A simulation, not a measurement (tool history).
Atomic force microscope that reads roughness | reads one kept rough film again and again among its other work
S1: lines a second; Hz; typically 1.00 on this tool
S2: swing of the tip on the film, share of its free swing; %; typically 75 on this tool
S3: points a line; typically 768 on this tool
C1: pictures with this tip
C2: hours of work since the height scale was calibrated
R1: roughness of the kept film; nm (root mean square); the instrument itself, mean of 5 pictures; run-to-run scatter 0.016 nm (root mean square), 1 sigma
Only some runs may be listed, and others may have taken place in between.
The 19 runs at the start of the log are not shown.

run 20 hour=312.4 | S1=1.00 S2=75 S3=393 | C1=42 C2=18 | R1=2.587
run 21 hour=337.1 | S1=1.00 S2=75 S3=689 | C1=67 C2=32 | R1=2.210
-- hour=339.0 new tip fitted
run 22 hour=360.2 | S1=1.58 S2=75 S3=689 | C1=22 C2=44 | R1=3.068
run 23 hour=372.8 | S1=0.59 S2=75 S3=768 | C1=35 C2=51 | R1=2.812
run 24 hour=397.5 | S1=0.61 S2=65 S3=768 | C1=60 C2=64 | R1=2.337
-- hour=407.4 new tip fitted
run 25 hour=408.3 | S1=0.61 S2=65 S3=768 | C1=1 C2=70 | R1=3.784
run 26 hour=425.3 | S1=0.60 S2=79 S3=768 | C1=18 C2=79 | R1=3.080
run 27 hour=447.9 | S1=1.90 S2=79 S3=311 | C1=42 C2=91 | R1=2.388
run 28 hour=470.9 | S1=3.10 S2=57 S3=534 | C1=66 C2=104 | R1=2.115
-- hour=474.5 new tip fitted
run 29 hour=487.6 | S1=0.70 S2=76 S3=768 | C1=13 C2=113 | R1=3.378
run 30 hour=504.0 | S1=2.65 S2=73 S3=344 | C1=31 C2=122 | R1=2.740
run 31 hour=517.1 | S1=1.16 S2=75 S3=568 | C1=44 C2=129 | R1=2.557
run 32 hour=538.1 | S1=1.54 S2=75 S3=793 | C1=66 C2=140 | R1=2.190
-- hour=543.3 new tip fitted
run 33 hour=553.7 | S1=1.00 S2=68 S3=896 | C1=11 C2=148 | R1=3.380
run 34 hour=565.1 | S1=1.50 S2=61 S3=896 | C1=22 C2=155 | R1=3.070
run 35 hour=586.2 | S1=0.67 S2=70 S3=356 | C1=44 C2=166 | R1=2.569
run 36 hour=600.7 | S1=0.63 S2=70 S3=280 | C1=59 C2=174 | R1=2.256
-- hour=611.3 new tip fitted
run 37 hour=621.4 | S1=1.00 S2=69 S3=483 | C1=10 C2=185 | R1=3.442
run 38 hour=633.1 | S1=1.00 S2=69 S3=796 | C1=22 C2=191 | R1=3.118
run 39 hour=654.2 | S1=1.00 S2=69 S3=796 | C1=44 C2=203 | R1=2.627
run 40 hour=672.7 | S1=1.00 S2=69 S3=796 | C1=63 C2=213 | R1=2.291

3 options for the next run, each taken on its own from the tool as it stands now. Forecast them:
-- hour=678.4 new tip fitted
run A hour=686.8 | S1=1.81 S2=75 S3=768 | C1=8 C2=220 | R1=?
-- hour=678.4 new tip fitted
run B hour=686.8 | S1=2.96 S2=70 S3=458 | C1=8 C2=220 | R1=?
-- hour=678.4 new tip fitted
run C hour=686.8 | S1=0.79 S2=88 S3=796 | C1=8 C2=220 | R1=?

run=A R1=3.399
run=B R1=3.344
run=C R1=3.415
Had the tool no hidden state, the same runs would have come out as:
run=A R1=3.774
run=B R1=3.712
run=C R1=3.791
